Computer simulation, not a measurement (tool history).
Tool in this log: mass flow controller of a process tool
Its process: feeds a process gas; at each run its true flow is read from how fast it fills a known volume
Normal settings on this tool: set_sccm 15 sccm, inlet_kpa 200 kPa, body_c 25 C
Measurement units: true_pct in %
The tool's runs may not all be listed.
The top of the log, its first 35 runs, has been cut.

run    hour  set_sccm  inlet_kpa  body_c  true_pct
 36  3637.2        15        202      38    100.50
 37  3711.1         5        264      37     99.52
 38  3831.4         8        159      27     99.83
 39  3920.3        17        213      33    100.51
 40  4017.2        15        200      25    100.21
 41  4092.9        15        200      25    100.21
 42  4236.5        15        149      23    100.55
 43  4392.7        17        154      36    101.11
 44  4478.6        17        154      36    101.21
 45  4626.2        17        259      21    100.34
 46  4758.1        17        259      21    100.46

Below are 4 alternative next runs, each starting from the tool's condition after run 46. Predict each:
     4799.2  -- gauge calibrated
  A  4892.6        17        216      21         ?
     4799.2  -- gauge calibrated
  B  4892.6        15        213      25         ?
     4799.2  -- gauge calibrated
  C  4892.6        13        211      25         ?
     4799.2  -- gauge calibrated
  D  4892.6        14        157      21         ?

run  true_pct
  A     97.85
  B     97.71
  C     97.75
  D     97.97
With the hidden condition removed and each run's random variation left untouched, the same runs would have given:
run  true_pct
  A     97.81
  B     97.68
  C     97.72
  D     97.94

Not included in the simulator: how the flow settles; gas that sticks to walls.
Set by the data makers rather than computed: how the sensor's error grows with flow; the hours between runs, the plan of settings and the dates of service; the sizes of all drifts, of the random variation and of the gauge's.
